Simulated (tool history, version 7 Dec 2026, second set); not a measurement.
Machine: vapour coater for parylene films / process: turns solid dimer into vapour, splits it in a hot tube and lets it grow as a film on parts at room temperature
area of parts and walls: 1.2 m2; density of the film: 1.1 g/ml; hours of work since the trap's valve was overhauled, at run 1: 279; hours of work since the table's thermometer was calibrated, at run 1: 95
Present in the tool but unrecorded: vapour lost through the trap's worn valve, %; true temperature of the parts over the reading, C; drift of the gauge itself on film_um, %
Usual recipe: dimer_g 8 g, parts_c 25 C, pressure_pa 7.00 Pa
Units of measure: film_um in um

run    day  dimer_g  parts_c  pressure_pa  hours of work since the trap's valve was overhauled  hours of work since the table's thermometer was calibrated  film_um
  1  0.000        8       25         7.00                                                  279                                                          95     3.93
  2  0.362        8       25         7.00                                                  287                                                         102     3.91
     0.842  -- trap's valve overhauled
  3  1.312        8       25         7.00                                                   10                                                         118     4.31
  4  1.825        8       25         7.00                                                   20                                                         129     4.37
  5  2.196        8       25         7.00                                                   28                                                         136     4.32
  6  2.562        8       17         7.00                                                   35                                                         144     5.13
  7  3.046        8       17         7.00                                                   45                                                         154     5.05
  8  3.496        8       25         7.00                                                   55                                                         163     4.29
  9  4.096        8       25         7.00                                                   67                                                         175     4.27
 10  4.796        8       25         7.00                                                   81                                                         190     4.21
 11  5.346        8       25         6.88                                                   93                                                         201     4.26
 12  5.704        8       25         6.88                                                  100                                                         209     4.26
 13  6.088        8       25         7.00                                                  108                                                         217     4.23
 14  6.442        6       27         4.18                                                  115                                                         224     3.21

What will run 15 give?
 15  6.892       10       27         4.22                                                  125                                                         233        ?

{"run 15": {"film_um": 5.3}}
Had the tool carried no hidden state, the very same run would have given film_um 5.53 um.

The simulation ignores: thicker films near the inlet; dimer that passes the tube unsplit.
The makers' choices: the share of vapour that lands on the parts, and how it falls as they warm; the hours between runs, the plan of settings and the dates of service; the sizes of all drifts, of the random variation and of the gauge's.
